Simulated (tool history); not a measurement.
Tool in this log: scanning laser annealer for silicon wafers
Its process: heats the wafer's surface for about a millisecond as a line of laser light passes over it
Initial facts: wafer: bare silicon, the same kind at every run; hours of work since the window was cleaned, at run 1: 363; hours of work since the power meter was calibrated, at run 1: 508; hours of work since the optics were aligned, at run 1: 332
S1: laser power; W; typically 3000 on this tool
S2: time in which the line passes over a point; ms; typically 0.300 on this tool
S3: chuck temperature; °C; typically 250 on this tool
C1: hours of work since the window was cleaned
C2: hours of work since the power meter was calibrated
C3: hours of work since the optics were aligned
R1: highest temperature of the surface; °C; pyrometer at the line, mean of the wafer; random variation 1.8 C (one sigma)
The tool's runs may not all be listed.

| run | day | S1 | S2 | S3 | C1 | C2 | C3 | R1 |
|---|---|---|---|---|---|---|---|---|
| 1 | 0.000 | 3000 | 0.300 | 250 | 363 | 508 | 332 | 987 |
| 2 | 1.004 | 3000 | 0.211 | 250 | 374 | 520 | 344 | 862 |
| 3 | 2.604 | 3000 | 0.211 | 250 | 393 | 539 | 363 | 854 |
| 4 | 3.750 | 3000 | 0.211 | 250 | 407 | 553 | 377 | 856 |
| 5 | 5.212 | 3000 | 0.211 | 250 | 424 | 570 | 394 | 854 |
| 6 | 6.067 | 3000 | 0.211 | 250 | 434 | 580 | 404 | 856 |
| 7 | 7.625 | 3000 | 0.211 | 250 | 453 | 599 | 423 | 855 |
| 8 | 8.938 | 3000 | 0.211 | 250 | 469 | 614 | 438 | 851 |
|  | 9.700 | window over the wafer cleaned |
| 9 | 10.162 | 3006 | 0.300 | 250 | 5 | 628 | 452 | 1009 |
| 10 | 11.771 | 3006 | 0.300 | 250 | 25 | 647 | 471 | 1014 |
| 11 | 13.262 | 3000 | 0.300 | 250 | 42 | 664 | 489 | 1010 |
| 12 | 14.150 | 3000 | 0.300 | 250 | 53 | 675 | 499 | 1008 |
| 13 | 15.733 | 3000 | 0.300 | 250 | 72 | 694 | 518 | 1007 |
| 14 | 16.938 | 3000 | 0.324 | 254 | 86 | 708 | 532 | 1041 |
| 15 | 17.958 | 3050 | 0.250 | 250 | 98 | 720 | 545 | 942 |
| 16 | 19.533 | 3050 | 0.250 | 250 | 117 | 739 | 563 | 941 |
| 17 | 20.875 | 2812 | 0.300 | 213 | 133 | 755 | 579 | 917 |
| 18 | 22.204 | 2853 | 0.269 | 250 | 148 | 771 | 595 | 924 |
| 19 | 23.742 | 2853 | 0.269 | 250 | 167 | 789 | 613 | 921 |
| 20 | 25.329 | 2853 | 0.269 | 250 | 185 | 808 | 632 | 918 |
| 21 | 26.412 | 3000 | 0.300 | 268 | 198 | 820 | 645 | 1017 |
| 22 | 27.692 | 2601 | 0.300 | 250 | 213 | 836 | 660 | 898 |
| 23 | 28.825 | 2601 | 0.300 | 250 | 227 | 849 | 673 | 897 |
| 24 | 30.154 | 2601 | 0.300 | 250 | 243 | 865 | 689 | 897 |
| 25 | 31.179 | 3098 | 0.295 | 236 | 255 | 877 | 701 | 995 |

4 options for the next run, each taken on its own from the tool as it stands now. Forecast them:
| A | 32.050 | 3000 | 0.300 | 254 | 265 | 887 | 712 | ? |
| B | 32.050 | 2926 | 0.304 | 286 | 265 | 887 | 712 | ? |
| C | 32.050 | 3098 | 0.277 | 221 | 265 | 887 | 712 | ? |
| D | 32.050 | 2884 | 0.284 | 276 | 265 | 887 | 712 | ? |

| run | R1 |
|---|---|
| A | 994 |
| B | 1016 |
| C | 957 |
| D | 969 |
Take away the tool's hidden state, keep each run's random variation, and the runs would have read:
| run | R1 |
|---|---|
| A | 1023 |
| B | 1044 |
| C | 985 |
| D | 996 |

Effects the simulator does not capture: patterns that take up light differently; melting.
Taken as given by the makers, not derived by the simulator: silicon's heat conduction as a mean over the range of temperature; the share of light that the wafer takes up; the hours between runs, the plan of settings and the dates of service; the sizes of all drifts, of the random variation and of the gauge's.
